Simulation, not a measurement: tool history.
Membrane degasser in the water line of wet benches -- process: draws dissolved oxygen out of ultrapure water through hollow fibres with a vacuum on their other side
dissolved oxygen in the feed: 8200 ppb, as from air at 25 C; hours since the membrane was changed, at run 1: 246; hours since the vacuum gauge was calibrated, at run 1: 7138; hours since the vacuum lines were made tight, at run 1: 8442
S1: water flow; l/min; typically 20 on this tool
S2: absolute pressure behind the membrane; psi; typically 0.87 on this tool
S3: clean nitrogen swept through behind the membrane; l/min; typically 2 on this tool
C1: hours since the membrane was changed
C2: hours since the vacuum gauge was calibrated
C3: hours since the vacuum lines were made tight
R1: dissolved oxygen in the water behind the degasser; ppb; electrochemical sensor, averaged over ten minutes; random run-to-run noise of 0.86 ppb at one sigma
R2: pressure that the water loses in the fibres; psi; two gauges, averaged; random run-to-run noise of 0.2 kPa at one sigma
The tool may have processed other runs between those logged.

run 1 hour=0 | S1=20 S2=0.87 S3=2 | C1=246 C2=7138 C3=8442 | R1=82.3 R2=6.685
run 2 hour=133.2 | S1=20 S2=0.87 S3=4.45 | C1=380 C2=7271 C3=8575 | R1=44.7 R2=6.691
run 3 hour=233 | S1=20 S2=0.87 S3=4.45 | C1=479 C2=7371 C3=8675 | R1=46.1 R2=6.704
run 4 hour=332.1 | S1=20 S2=0.87 S3=2 | C1=579 C2=7470 C3=8774 | R1=79.7 R2=6.68
run 5 hour=415.3 | S1=20 S2=0.87 S3=2 | C1=662 C2=7554 C3=8857 | R1=80 R2=6.73
run 6 hour=492.7 | S1=20 S2=0.87 S3=2 | C1=739 C2=7631 C3=8935 | R1=80.1 R2=6.737
run 7 hour=596.1 | S1=20 S2=0.87 S3=2.78 | C1=842 C2=7734 C3=9038 | R1=64.8 R2=6.77
run 8 hour=664.9 | S1=20 S2=0.87 S3=2.78 | C1=911 C2=7803 C3=9107 | R1=62.9 R2=6.779
run 9 hour=790.3 | S1=20 S2=0.87 S3=2.78 | C1=1037 C2=7929 C3=9232 | R1=63.4 R2=6.817
run 10 hour=892 | S1=20 S2=0.87 S3=2 | C1=1138 C2=8030 C3=9334 | R1=81.5 R2=6.738
run 11 hour=995.5 | S1=17 S2=1.951 S3=0.91 | C1=1242 C2=8134 C3=9438 | R1=418.7 R2=5.761
run 12 hour=1086.3 | S1=25 S2=0.528 S3=1.55 | C1=1333 C2=8225 C3=9528 | R1=58.9 R2=8.491
run 13 hour=1166.3 | S1=18 S2=0.619 S3=2.7 | C1=1413 C2=8305 C3=9608 | R1=25.3 R2=6.163
run 14 hour=1281.8 | S1=18 S2=0.619 S3=2.7 | C1=1528 C2=8420 C3=9724 | R1=26.1 R2=6.099
run 15 hour=1395.9 | S1=18 S2=0.619 S3=2.7 | C1=1642 C2=8534 C3=9838 | R1=25.4 R2=6.121
run 16 hour=1523.9 | S1=14 S2=1.481 S3=2 | C1=1770 C2=8662 C3=9966 | R1=120.2 R2=4.763
-- hour=1610.6 gauge calibrated
run 17 hour=1610.6 | S1=14 S2=1.481 S3=2 | C1=1857 C2=8749 C3=10053 | R1=115.9 R2=4.675
-- hour=1620 vacuum gauge calibrated
run 18 hour=1746.8 | S1=27 S2=0.87 S3=2 | C1=1993 C2=127 C3=10188 | R1=144.8 R2=9.059
run 19 hour=1852.9 | S1=32 S2=0.87 S3=2 | C1=2099 C2=233 C3=10294 | R1=206.1 R2=10.766

3 options for the next run, each taken on its own from the tool as it stands now. Forecast them:
run A hour=1991.5 | S1=32 S2=0.608 S3=2 | C1=2237 C2=372 C3=10433 | R1=? R2=?
run B hour=1991.5 | S1=18 S2=0.554 S3=3.66 | C1=2237 C2=372 C3=10433 | R1=? R2=?
run C hour=1991.5 | S1=20 S2=1.137 S3=2 | C1=2237 C2=372 C3=10433 | R1=? R2=?

run=A R1=143.1 R2=10.723
run=B R1=15.7 R2=6.09
run=C R1=123.9 R2=6.782
Had the tool no hidden state, the same runs would have come out as:
run=A R1=143 R2=10.653
run=B R1=15.7 R2=6.051
run=C R1=123.9 R2=6.738

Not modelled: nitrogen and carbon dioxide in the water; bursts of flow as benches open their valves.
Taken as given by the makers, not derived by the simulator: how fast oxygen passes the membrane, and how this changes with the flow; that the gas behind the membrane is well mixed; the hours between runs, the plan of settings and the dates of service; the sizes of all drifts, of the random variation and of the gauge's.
